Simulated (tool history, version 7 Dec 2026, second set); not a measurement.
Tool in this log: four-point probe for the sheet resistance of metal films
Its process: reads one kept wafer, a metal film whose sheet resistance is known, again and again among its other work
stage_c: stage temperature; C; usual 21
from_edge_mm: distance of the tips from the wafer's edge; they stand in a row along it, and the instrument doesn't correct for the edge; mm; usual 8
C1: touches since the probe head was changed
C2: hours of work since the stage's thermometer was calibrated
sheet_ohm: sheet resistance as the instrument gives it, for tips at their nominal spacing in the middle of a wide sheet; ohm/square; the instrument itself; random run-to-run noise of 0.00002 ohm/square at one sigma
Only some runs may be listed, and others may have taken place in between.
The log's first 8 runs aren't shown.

Run 9, day 16.254: usual settings but stage_c 33 C; C1 24315; C2 2381. Result: sheet_ohm 0.099043 ohm/square.
Run 10, day 18.142: usual settings; C1 24868; C2 2407. Result: sheet_ohm 0.098918 ohm/square.
Run 11, day 19.354: usual settings but stage_c 22 C; C1 25224; C2 2424. Result: sheet_ohm 0.098926 ohm/square.
Run 12, day 20.796: usual settings but stage_c 22 C; C1 25647; C2 2444. Result: sheet_ohm 0.098852 ohm/square.
Run 13, day 22.558: usual settings but stage_c 18 C; C1 26163; C2 2468. Result: sheet_ohm 0.098840 ohm/square.
Run 14, day 24.983: usual settings but stage_c 18 C; C1 26875; C2 2501. Result: sheet_ohm 0.098842 ohm/square.
At day 27.117: stage's thermometer calibrated.
Run 15, day 27.846: usual settings; C1 27709; C2 10. Result: sheet_ohm 0.098765 ohm/square.
Run 16, day 29.258: usual settings; C1 28123; C2 30. Result: sheet_ohm 0.098756 ohm/square.
At day 31.125: stage's thermometer calibrated, once more.
Run 17, day 32.017: usual settings; C1 28926; C2 12. Result: sheet_ohm 0.099022 ohm/square.
Run 18, day 33.892: usual settings but stage_c 24 C, from_edge_mm 50 mm; C1 29476; C2 38. Result: sheet_ohm 0.097779 ohm/square.
Run 19, day 35.608: usual settings but from_edge_mm 23 mm; C1 29979; C2 62. Result: sheet_ohm 0.097868 ohm/square.
Run 20, day 37.000: usual settings but stage_c 25 C; C1 30387; C2 81. Result: sheet_ohm 0.099071 ohm/square.
Run 21, day 39.346: usual settings but stage_c 25 C; C1 31075; C2 113. Result: sheet_ohm 0.099039 ohm/square.
Run 22, day 42.204: usual settings but stage_c 25 C; C1 31914; C2 153. Result: sheet_ohm 0.099046 ohm/square.
Run 23, day 44.483: usual settings but stage_c 22 C, from_edge_mm 72 mm; C1 32582; C2 184. Result: sheet_ohm 0.097719 ohm/square.
Run 24, day 46.733: usual settings but stage_c 19 C, from_edge_mm 27 mm; C1 33241; C2 215. Result: sheet_ohm 0.097768 ohm/square.

Run 25 comes next. What will it give?
Run 25, day 48.942: usual settings but stage_c 33 C, from_edge_mm 69 mm; C1 33890; C2 246. Result: sheet_ohm ?.

{"run 25": {"sheet_ohm": 0.097844}}
Minus the tool's unlogged condition, the same run would have read sheet_ohm 0.098143 ohm/square.
